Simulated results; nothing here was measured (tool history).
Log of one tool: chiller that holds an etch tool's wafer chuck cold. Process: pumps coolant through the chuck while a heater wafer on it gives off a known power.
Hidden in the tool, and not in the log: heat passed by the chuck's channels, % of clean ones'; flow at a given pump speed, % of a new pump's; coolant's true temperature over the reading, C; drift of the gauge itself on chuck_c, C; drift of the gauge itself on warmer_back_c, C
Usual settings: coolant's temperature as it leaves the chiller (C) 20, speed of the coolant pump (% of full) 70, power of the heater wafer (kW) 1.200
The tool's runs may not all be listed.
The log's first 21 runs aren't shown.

run    hour  coolant's temperature as it leaves the chiller (C)  speed of the coolant pump (% of full)  power of the heater wafer (kW)  hours since the coolant was changed and the channels were flushed  hours since the pump was overhauled  hours since the chiller's thermometer was calibrated  chuck's temperature once it has settled (K)  how much warmer the coolant comes back (C)
 22  1406.0                                                  15                                     79                           1.200                                                               4602                                 2755                                                  1286                                       296.55                                        3.83
 23  1464.9                                                  15                                     79                           1.200                                                               4661                                 2814                                                  1344                                       296.65                                        3.85
 24  1525.4                                                  25                                     66                           1.107                                                               4721                                 2874                                                  1405                                       307.15                                        4.15
 25  1617.2                                                  20                                     70                           0.832                                                               4813                                 2966                                                  1497                                       299.75                                        3.13
 26  1698.0                                                  17                                     70                           1.200                                                               4894                                 3047                                                  1578                                       299.55                                        4.44
 27  1774.2                                                  19                                     70                           1.540                                                               4970                                 3123                                                  1654                                       304.25                                        5.57
 28  1831.1                                                  13                                     70                           1.200                                                               5027                                 3180                                                  1711                                       295.45                                        4.37
 29  1905.2                                                  14                                     99                           0.653                                                               5101                                 3254                                                  1785                                       291.05                                        1.96
 30  1967.0                                                  22                                     99                           0.993                                                               5163                                 3316                                                  1847                                       300.95                                        2.81
 31  2028.6                                                  22                                     99                           0.993                                                               5225                                 3378                                                  1908                                       300.95                                        2.77
     2058.5  -- gauge calibrated
 32  2113.0                                                  12                                     68                           0.854                                                               5309                                 3462                                                  1993                                       292.05                                        2.86
 33  2202.5                                                  13                                     78                           1.200                                                               5398                                 3552                                                  2082                                       294.75                                        3.52

Forecast each of these 3 alternatives for the next run:
  A  2268.6                                                  15                                     70                           1.506                                                               5465                                 3618                                                  2148                                            ?                                           ?
  B  2268.6                                                  13                                     71                           0.640                                                               5465                                 3618                                                  2148                                            ?                                           ?
  C  2268.6                                                  25                                     67                           1.200                                                               5465                                 3618                                                  2148                                            ?                                           ?

run  chuck's temperature once it has settled (K)  how much warmer the coolant comes back (C)
  A                                       300.05                                        5.03
  B                                       291.15                                        2.16
  C                                       307.85                                        4.24
Without the tool's hidden state the same runs would have given:
run  chuck's temperature once it has settled (K)  how much warmer the coolant comes back (C)
  A                                       299.95                                        4.97
  B                                       291.15                                        2.10
  C                                       307.85                                        4.18
